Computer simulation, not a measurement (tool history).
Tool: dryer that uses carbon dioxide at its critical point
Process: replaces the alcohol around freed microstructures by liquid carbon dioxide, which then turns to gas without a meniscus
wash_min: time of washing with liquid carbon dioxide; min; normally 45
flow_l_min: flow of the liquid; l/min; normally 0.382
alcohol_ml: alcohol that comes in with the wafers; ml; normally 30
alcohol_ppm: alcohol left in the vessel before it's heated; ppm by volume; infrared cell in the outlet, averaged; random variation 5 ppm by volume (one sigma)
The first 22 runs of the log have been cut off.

run	hour	wash_min	flow_l_min	alcohol_ml	hours of work since the filter was changed	hours of work since the purifier's bed was changed	alcohol_ppm
23	724.4	30	0.402	41	387	263	164
24	769.0	58	0.382	85	421	298	86
25	792.4	58	0.382	85	439	316	93
26	818.5	71	0.382	109	459	336	84
# hour 837.1: inlet filter changed
27	851.8	59	0.382	64	11	360	99
28	875.9	43	0.382	109	30	379	103
29	922.0	43	0.382	109	65	414	129
30	950.5	43	0.382	109	87	436	140
31	989.3	36	0.382	120	117	466	221
32	1026.0	63	0.469	30	145	494	139
33	1050.6	63	0.469	30	164	513	123
34	1094.4	61	0.565	30	197	547	150
35	1121.2	36	0.564	30	218	567	147
36	1155.2	36	0.564	30	244	593	160
37	1183.6	28	0.382	25	266	615	259
38	1212.5	28	0.382	30	288	637	268
39	1238.2	28	0.382	24	308	657	273
40	1266.4	28	0.513	31	329	679	204
41	1294.4	59	0.382	30	351	700	188
42	1331.2	62	0.357	107	379	728	200
43	1352.6	52	0.302	43	395	745	217

Consider 4 possible next runs. They are alternatives, not a sequence: every one starts from the tool as it was left by run 43. What does each give?
A	1374.7	43	0.302	43	412	762	?
B	1374.7	34	0.302	43	412	762	?
C	1374.7	29	0.269	30	412	762	?
D	1374.7	51	0.345	48	412	762	?

run	alcohol_ppm
A	253
B	414
C	613
D	202
Without the tool's hidden state the same runs would have given:
run	alcohol_ppm
A	37
B	159
C	320
D	6
